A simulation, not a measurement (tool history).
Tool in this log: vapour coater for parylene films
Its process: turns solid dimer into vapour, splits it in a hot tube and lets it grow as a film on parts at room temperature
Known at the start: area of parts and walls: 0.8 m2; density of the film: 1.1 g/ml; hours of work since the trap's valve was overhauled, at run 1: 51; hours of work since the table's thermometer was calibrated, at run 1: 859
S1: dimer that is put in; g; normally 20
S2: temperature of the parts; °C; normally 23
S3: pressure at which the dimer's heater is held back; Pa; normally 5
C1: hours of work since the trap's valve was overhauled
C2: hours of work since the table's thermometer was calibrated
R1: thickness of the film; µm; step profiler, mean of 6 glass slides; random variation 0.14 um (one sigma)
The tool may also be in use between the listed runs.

run   hour  S1  S2     S3   C1    C2     R1
  1      0  20  23      5   51   859  16.67
  2   31.8  20  23   2.02   68   875  19.46
  3   71.4  20  23   2.02   88   896  19.49
  4   92.1  11  23      5   99   906   9.26
  5  123.8  11  23      5  115   923    9.1
  6    153  20  33      5  130   938  11.61
  7  189.5  20  33      5  149   957  11.39
  8  222.7  20  27      5  166   974   14.2
  9  255.1  20  27      5  183   990   14.3
 10  286.2  20  27      5  199  1006  14.28
 11  313.7  20  19      5  213  1021  19.16
 12  337.7  20  23   2.11  225  1033  19.04
 13  372.8  20  23   2.11  243  1051  19.31
 14  401.4  20  23   2.11  258  1066   19.3
 15  437.2  20  23   2.11  276  1084  19.12
 16  459.2  20  23   2.11  288  1096  19.15
     468.8  -- trap's valve overhauled
 17  493.5  24  23      5   13  1111  19.83
 18    516  24  23      5   24  1123  19.93
 19  556.9  23  27   4.79   45  1144  16.62
 20  595.6  29  17   2.94   65  1164  32.33
 21  616.4  29  17   7.69   76  1175  28.06
 22  635.5  22  19      5   86  1184  21.05
 23  672.5  24  24   2.59  105  1203  21.55
 24  692.8  13  25    4.2  115  1214   10.5
 25  710.1  12  15   7.88  124  1223  12.44
 26  734.3  32  17   2.15  137  1235  36.03
 27  765.6  11  17   2.15  153  1251  12.24
 28  784.4  11  17   2.77  163  1261  12.24
 29  806.8  34  20   4.83  174  1273  31.86
 30    837  12  29   6.78  190  1288   7.52
 31  872.4  12  29   6.78  208  1306   7.59
 32  889.9  20  24      5  217  1315  16.05
 33  907.5  32  21  10.57  226  1325  25.15

Alternative continuations, all from the tool just after run 33; predict every row:
  A  934.3  35  16   2.6  240  1338   ?
  B  934.3  17  19  5.48  240  1338   ?
  C  934.3  26  29  8.01  240  1338   ?

run     R1
  A  38.81
  B  16.21
  C  15.88
Stripped of hidden state, with their random variation kept, the same runs would have yielded:
run     R1
  A  39.03
  B  16.28
  C  15.96

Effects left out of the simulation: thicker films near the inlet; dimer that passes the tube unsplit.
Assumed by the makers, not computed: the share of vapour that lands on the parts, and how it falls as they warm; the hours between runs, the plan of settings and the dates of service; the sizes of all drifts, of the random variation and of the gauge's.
